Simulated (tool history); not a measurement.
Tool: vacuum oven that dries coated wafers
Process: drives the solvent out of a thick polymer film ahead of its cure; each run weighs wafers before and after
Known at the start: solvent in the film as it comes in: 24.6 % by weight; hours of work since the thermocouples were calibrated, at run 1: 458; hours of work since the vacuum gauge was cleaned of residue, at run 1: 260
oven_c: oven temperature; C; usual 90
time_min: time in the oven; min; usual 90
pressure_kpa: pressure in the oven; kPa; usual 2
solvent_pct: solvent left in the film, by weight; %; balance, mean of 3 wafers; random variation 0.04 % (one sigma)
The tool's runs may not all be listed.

run,hour,oven_c,time_min,pressure_kpa,hours of work since the thermocouples were calibrated,hours of work since the vacuum gauge was cleaned of residue,solvent_pct
1,0,90,90,2,458,260,3.37
2,117.5,90,90,2,528,330,3.36
3,214.7,90,90,2,585,387,3.4
4,307.9,90,90,1,640,442,2.82
5,360.9,90,90,1,671,473,2.74
6,461.7,90,90,1,731,533,2.8
7,513.3,90,90,1,761,563,2.86
8,569.1,90,90,1,794,596,2.95
9,623.7,90,90,1.62,826,628,3.33
10,739.9,90,96,2,895,697,3.3
11,860.7,90,96,2,966,768,3.45
12,939.2,90,90,3.2,1012,814,4.59
13,1045.6,90,90,1.6,1075,877,3.51
14,1104.4,90,90,1.6,1110,912,3.61
15,1229,90,90,1.6,1183,985,3.56
# hour 1311.7: oven's thermocouples calibrated
16,1350.3,87,90,2,23,1056,4.22
17,1401.6,87,90,2,53,1086,4.31
18,1503.9,87,90,2,113,1146,4.42
19,1565.1,87,90,2,150,1182,4.4
20,1667.2,87,90,2,210,1243,4.46
21,1759.1,87,90,2,264,1297,4.46
22,1843.8,87,90,2,314,1347,4.53
# hour 1936.2: vacuum gauge cleaned of residue and calibrated
23,1939,90,111,2,369,2,2.44
24,2010,90,104,3.75,411,44,3.94
25,2097.1,90,104,3.75,462,95,3.93
26,2219.9,81,58,2,535,167,10.53
27,2274.1,90,90,1.29,567,199,2.89
28,2370.2,90,90,1.29,624,256,2.92
29,2495.2,97,158,2,697,330,1.27
30,2599.9,97,158,2,759,392,1.28
31,2705.6,90,90,6.86,822,454,6.82
32,2757.4,86,65,3.88,852,485,8.53
33,2871.7,86,65,3.88,920,552,8.65
34,2965.8,89,90,2,975,607,4.1
35,3052.4,89,90,2,1026,659,4.03
36,3176.6,88,90,2,1099,732,4.73
37,3255.5,93,70,4.53,1146,778,5.38
38,3320.1,86,70,4.53,1184,817,8.91
# hour 3402.9: oven's thermocouples calibrated
39,3439.2,83,119,7.02,21,886,9.18
40,3493.5,94,96,1.06,53,918,1.55
41,3601.3,94,96,1.06,117,981,1.53
42,3689.8,89,158,2.3,169,1033,2.35
43,3767.4,93,127,4.73,215,1079,3.65
44,3862.2,97,50,3.01,271,1135,4.26
45,3951,97,50,3.01,323,1188,4.22
46,4002.8,103,50,3.01,354,1218,2.37

Measured less the same run without the tool's hidden state. The same run-to-run variation is in both; the gauge's scatter may not be:
The hidden state here: true wafer temperature over the reading, C; true pressure over the reading, kPa; drift of the gauge itself on solvent_pct, %.
run,solvent_pct
1,+0.14
2,+0.19
3,+0.24
4,+0.28
5,+0.3
6,+0.33
7,+0.37
8,+0.39
9,+0.42
10,+0.45
11,+0.51
12,+0.59
13,+0.6
14,+0.65
15,+0.7
16,-0.03
17,+0
18,+0.05
19,+0.08
20,+0.14
21,+0.18
22,+0.22
23,+0.03
24,+0.08
25,+0.11
26,+0.26
27,+0.2
28,+0.24
29,+0.09
30,+0.1
31,+0.45
32,+0.59
33,+0.67
34,+0.55
35,+0.58
36,+0.71
37,+0.69
38,+0.95
39,+0.3
40,+0.18
41,+0.21
42,+0.26
43,+0.27
44,+0.39
45,+0.42
46,+0.3
